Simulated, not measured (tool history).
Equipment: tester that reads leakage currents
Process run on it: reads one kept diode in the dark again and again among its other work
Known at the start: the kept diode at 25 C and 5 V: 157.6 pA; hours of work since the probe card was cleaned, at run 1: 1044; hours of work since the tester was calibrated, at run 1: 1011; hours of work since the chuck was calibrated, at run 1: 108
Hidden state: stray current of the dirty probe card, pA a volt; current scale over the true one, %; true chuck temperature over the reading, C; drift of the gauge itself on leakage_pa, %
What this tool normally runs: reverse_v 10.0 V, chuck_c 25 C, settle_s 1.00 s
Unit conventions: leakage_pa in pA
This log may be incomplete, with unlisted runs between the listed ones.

run	day	reverse_v	chuck_c	settle_s	hours of work since the probe card was cleaned	hours of work since the tester was calibrated	hours of work since the chuck was calibrated	leakage_pa
1	0.000	10.0	25	1.00	1044	1011	108	232.83
2	1.729	13.2	25	1.00	1063	1030	126	271.78
3	3.117	10.0	45	1.00	1078	1045	141	1100.06
4	4.417	5.7	25	1.00	1092	1059	155	168.37
5	6.667	5.7	25	1.00	1117	1083	180	167.43
6	9.396	5.7	25	1.00	1146	1113	209	166.80
7	10.725	5.7	25	1.00	1161	1127	224	166.92
8	11.921	5.7	25	1.00	1173	1140	237	167.31
9	13.725	5.7	25	1.00	1193	1160	256	166.54
10	15.692	5.7	25	1.00	1214	1181	277	164.71
11	18.012	8.8	25	1.00	1239	1206	303	211.19
12	19.608	10.0	38	1.00	1257	1223	320	639.54
13	21.167	1.5	25	1.00	1274	1240	337	78.08
14	23.779	1.7	25	1.00	1302	1269	365	83.29
15	25.996	1.7	25	1.00	1326	1293	389	83.29
16	27.554	1.7	25	1.00	1343	1309	406	82.69
17	28.950	1.7	25	1.00	1358	1325	421	82.20
18	30.096	10.0	25	3.36	1370	1337	433	222.70
19	32.262	10.0	25	3.36	1394	1360	457	221.77
20	34.508	6.9	25	3.36	1418	1385	481	178.99
21	37.088	1.3	25	8.08	1446	1413	509	69.77
22	38.612	1.5	41	0.49	1462	1429	526	272.70
23	40.217	1.7	30	4.45	1480	1447	543	122.71
24	42.729	1.7	30	4.45	1507	1474	570	122.35
25	44.338	1.7	22	6.32	1524	1491	588	63.01
26	46.267	10.0	48	1.27	1545	1512	609	1301.37
27	48.442	9.8	32	0.37	1569	1536	632	384.72
28	50.912	3.3	51	0.37	1596	1562	659	868.42
29	53.033	10.0	28	4.03	1619	1585	682	278.28
30	54.317	10.0	28	4.03	1632	1599	696	275.26
31	55.925	10.4	25	1.00	1650	1617	713	222.90
32	58.317	10.4	25	1.00	1676	1643	739	223.91
33	59.471	5.9	21	0.49	1688	1655	751	117.75
34	60.858	5.9	21	0.49	1703	1670	766	117.44
35	63.458	1.3	22	0.49	1731	1698	795	53.24
36	65.017	3.1	48	0.83	1748	1715	812	666.94
37	66.588	3.1	48	0.83	1765	1732	829	664.09
38	68.583	3.1	48	0.83	1787	1754	850	659.44
39	70.508	1.8	59	1.00	1808	1774	871	1056.55
40	73.150	1.8	59	1.00	1836	1803	900	1059.50

Below, some changes in leakage_pa between adjacent runs. For each, the amount present without the hidden state too (settings, incoming material, random variation) and the amount remaining for the hidden state with gauge scatter not shared by both compared results:
Run 3 -> 4: reverse_v 10.0 -> 5.7, chuck_c 45 -> 25. leakage_pa -931.69 pA: hidden state +23.81, all else -955.50.
Run 25 -> 26: reverse_v 1.7 -> 10.0, chuck_c 22 -> 48, settle_s 6.32 -> 1.27. leakage_pa +1238.36 pA: hidden state -92.87, all else +1331.23.
Run 26 -> 27: reverse_v 10.0 -> 9.8, chuck_c 48 -> 32, settle_s 1.27 -> 0.37. leakage_pa -916.65 pA: hidden state +69.72, all else -986.37.
Run 35 -> 36: reverse_v 1.3 -> 3.1, chuck_c 22 -> 48, settle_s 0.49 -> 0.83. leakage_pa +613.70 pA: hidden state -60.82, all else +674.52.

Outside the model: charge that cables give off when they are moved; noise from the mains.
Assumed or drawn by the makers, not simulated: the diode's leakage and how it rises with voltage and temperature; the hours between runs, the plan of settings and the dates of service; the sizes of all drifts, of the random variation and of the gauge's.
